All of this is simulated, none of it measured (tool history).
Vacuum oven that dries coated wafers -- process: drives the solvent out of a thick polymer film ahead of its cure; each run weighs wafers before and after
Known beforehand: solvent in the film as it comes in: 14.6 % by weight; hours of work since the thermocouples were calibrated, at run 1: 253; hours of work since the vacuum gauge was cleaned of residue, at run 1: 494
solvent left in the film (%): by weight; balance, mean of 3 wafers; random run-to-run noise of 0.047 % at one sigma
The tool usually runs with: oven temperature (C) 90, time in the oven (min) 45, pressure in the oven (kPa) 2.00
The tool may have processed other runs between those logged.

| run | day | oven temperature (C) | time in the oven (min) | pressure in the oven (kPa) | hours of work since the thermocouples were calibrated | hours of work since the vacuum gauge was cleaned of residue | solvent left in the film (%) |
|---|---|---|---|---|---|---|---|
| 1 | 0.000 | 90 | 45 | 2.00 | 253 | 494 | 4.28 |
| 2 | 3.404 | 80 | 45 | 2.00 | 310 | 551 | 6.48 |
| 3 | 5.571 | 80 | 45 | 2.00 | 347 | 588 | 6.49 |
| 4 | 7.692 | 80 | 45 | 2.00 | 382 | 624 | 6.41 |
| 5 | 10.200 | 80 | 45 | 2.00 | 425 | 666 | 6.40 |
| 6 | 13.029 | 93 | 45 | 2.00 | 472 | 714 | 3.63 |
| 7 | 16.838 | 90 | 68 | 2.00 | 537 | 778 | 2.88 |
| 8 | 18.608 | 90 | 68 | 2.00 | 566 | 807 | 2.88 |
| 9 | 20.625 | 97 | 68 | 2.00 | 600 | 841 | 1.85 |
| 10 | 23.829 | 97 | 68 | 2.00 | 654 | 895 | 1.87 |
| 11 | 26.521 | 90 | 45 | 2.00 | 700 | 941 | 4.18 |
| 12 | 28.692 | 90 | 65 | 2.00 | 736 | 977 | 2.95 |
| 13 | 32.183 | 90 | 65 | 2.00 | 795 | 1036 | 2.96 |
| 14 | 34.617 | 90 | 65 | 2.00 | 836 | 1077 | 2.92 |
| 15 | 38.054 | 90 | 33 | 1.22 | 894 | 1135 | 4.86 |
| 16 | 41.388 | 90 | 33 | 1.22 | 950 | 1191 | 4.92 |
| 17 | 44.662 | 77 | 61 | 1.17 | 1005 | 1246 | 5.26 |
| 18 | 47.108 | 77 | 61 | 1.17 | 1047 | 1288 | 5.26 |
| 19 | 48.696 | 103 | 45 | 2.45 | 1073 | 1314 | 2.06 |
| 20 | 50.404 | 91 | 26 | 5.05 | 1102 | 1343 | 7.31 |
| 21 | 52.196 | 81 | 34 | 2.00 | 1132 | 1373 | 6.99 |
| 22 | 55.696 | 90 | 45 | 4.32 | 1191 | 1432 | 5.37 |
| 23 | 58.008 | 76 | 25 | 2.24 | 1230 | 1471 | 9.17 |
|  | 59.583 | vacuum gauge cleaned of residue and calibrated |
| 24 | 60.067 | 76 | 25 | 2.24 | 1264 | 8 | 8.92 |
| 25 | 63.804 | 81 | 25 | 2.10 | 1327 | 71 | 7.87 |
| 26 | 67.012 | 87 | 45 | 1.23 | 1381 | 125 | 3.99 |

5 options for the next run, each taken on its own from the tool as it stands now. Forecast them:
| A | 70.179 | 78 | 45 | 1.01 | 1434 | 179 | ? |
| B | 70.179 | 103 | 45 | 1.00 | 1434 | 179 | ? |
| C | 70.179 | 77 | 68 | 1.32 | 1434 | 179 | ? |
| D | 70.179 | 83 | 45 | 3.87 | 1434 | 179 | ? |
| E | 70.179 | 95 | 68 | 1.23 | 1434 | 179 | ? |

| run | solvent left in the film (%) |
|---|---|
| A | 5.64 |
| B | 1.28 |
| C | 4.62 |
| D | 6.52 |
| E | 1.43 |
The same runs, with their run-to-run variation unchanged, on a tool lacking any hidden condition would have given:
| run | solvent left in the film (%) |
|---|---|
| A | 6.04 |
| B | 1.48 |
| C | 5.03 |
| D | 6.99 |
| E | 1.63 |
